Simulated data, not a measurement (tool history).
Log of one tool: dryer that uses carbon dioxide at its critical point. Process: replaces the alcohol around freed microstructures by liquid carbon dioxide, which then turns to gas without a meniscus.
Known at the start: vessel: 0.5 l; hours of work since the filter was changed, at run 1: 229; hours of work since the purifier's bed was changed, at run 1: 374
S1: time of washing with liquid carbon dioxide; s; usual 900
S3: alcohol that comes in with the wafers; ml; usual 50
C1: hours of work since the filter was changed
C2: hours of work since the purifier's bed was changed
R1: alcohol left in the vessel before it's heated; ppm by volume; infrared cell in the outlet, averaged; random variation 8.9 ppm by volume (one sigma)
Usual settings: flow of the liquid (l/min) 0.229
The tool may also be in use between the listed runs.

{"run": 1, "day": 0.0, "S1": 900, "flow of the liquid (l/min)": 0.229, "S3": 50, "C1": 229, "C2": 374, "R1": 851}
{"run": 2, "day": 0.833, "S1": 900, "flow of the liquid (l/min)": 0.229, "S3": 29, "C1": 236, "C2": 381, "R1": 559}
{"run": 3, "day": 2.342, "S1": 900, "flow of the liquid (l/min)": 0.229, "S3": 29, "C1": 247, "C2": 392, "R1": 540}
{"run": 4, "day": 3.842, "S1": 900, "flow of the liquid (l/min)": 0.229, "S3": 29, "C1": 258, "C2": 403, "R1": 562}
{"run": 5, "day": 5.504, "S1": 780, "flow of the liquid (l/min)": 0.229, "S3": 50, "C1": 271, "C2": 416, "R1": 1690}
{"run": 6, "day": 7.175, "S1": 900, "flow of the liquid (l/min)": 0.229, "S3": 50, "C1": 283, "C2": 429, "R1": 932}
{"day": 7.967, "done": "inlet filter changed"}
{"run": 7, "day": 9.008, "S1": 900, "flow of the liquid (l/min)": 0.368, "S3": 50, "C1": 8, "C2": 442, "R1": 147}
{"run": 8, "day": 10.342, "S1": 900, "flow of the liquid (l/min)": 0.368, "S3": 50, "C1": 18, "C2": 452, "R1": 145}
{"run": 9, "day": 11.462, "S1": 900, "flow of the liquid (l/min)": 0.229, "S3": 50, "C1": 26, "C2": 461, "R1": 667}
{"run": 10, "day": 13.017, "S1": 900, "flow of the liquid (l/min)": 0.229, "S3": 50, "C1": 38, "C2": 472, "R1": 674}
{"run": 11, "day": 13.983, "S1": 900, "flow of the liquid (l/min)": 0.229, "S3": 50, "C1": 45, "C2": 479, "R1": 664}
{"run": 12, "day": 15.379, "S1": 1200, "flow of the liquid (l/min)": 0.229, "S3": 80, "C1": 56, "C2": 490, "R1": 274}
{"run": 13, "day": 17.15, "S1": 780, "flow of the liquid (l/min)": 0.229, "S3": 80, "C1": 69, "C2": 503, "R1": 1933}
{"run": 14, "day": 17.975, "S1": 540, "flow of the liquid (l/min)": 0.229, "S3": 80, "C1": 75, "C2": 510, "R1": 7252}
{"run": 15, "day": 19.071, "S1": 780, "flow of the liquid (l/min)": 0.312, "S3": 28, "C1": 84, "C2": 518, "R1": 256}
{"run": 16, "day": 19.946, "S1": 840, "flow of the liquid (l/min)": 0.353, "S3": 85, "C1": 90, "C2": 524, "R1": 236}
{"run": 17, "day": 20.925, "S1": 600, "flow of the liquid (l/min)": 0.322, "S3": 50, "C1": 98, "C2": 532, "R1": 950}
{"run": 18, "day": 22.446, "S1": 840, "flow of the liquid (l/min)": 0.229, "S3": 80, "C1": 109, "C2": 543, "R1": 1554}
{"run": 19, "day": 23.892, "S1": 600, "flow of the liquid (l/min)": 0.163, "S3": 50, "C1": 120, "C2": 554, "R1": 9239}
{"run": 20, "day": 24.775, "S1": 1380, "flow of the liquid (l/min)": 0.229, "S3": 51, "C1": 127, "C2": 561, "R1": 190}
{"run": 21, "day": 26.433, "S1": 1380, "flow of the liquid (l/min)": 0.229, "S3": 51, "C1": 139, "C2": 573, "R1": 186}
{"run": 22, "day": 27.3, "S1": 900, "flow of the liquid (l/min)": 0.229, "S3": 90, "C1": 146, "C2": 580, "R1": 1312}

Forecast each of these 3 alternatives for the next run:
{"run": "A", "day": 28.183, "S1": 900, "flow of the liquid (l/min)": 0.349, "S3": 22, "C1": 152, "C2": 586, "R1": "?"}
{"run": "B", "day": 28.183, "S1": 1320, "flow of the liquid (l/min)": 0.144, "S3": 119, "C1": 152, "C2": 586, "R1": "?"}
{"run": "C", "day": 28.183, "S1": 1320, "flow of the liquid (l/min)": 0.286, "S3": 23, "C1": 152, "C2": 586, "R1": "?"}

run=A R1=192
run=B R1=2680
run=C R1=178
Without the tool's hidden state the same runs would have given:
run=A R1=27
run=B R1=1906
run=C R1=21

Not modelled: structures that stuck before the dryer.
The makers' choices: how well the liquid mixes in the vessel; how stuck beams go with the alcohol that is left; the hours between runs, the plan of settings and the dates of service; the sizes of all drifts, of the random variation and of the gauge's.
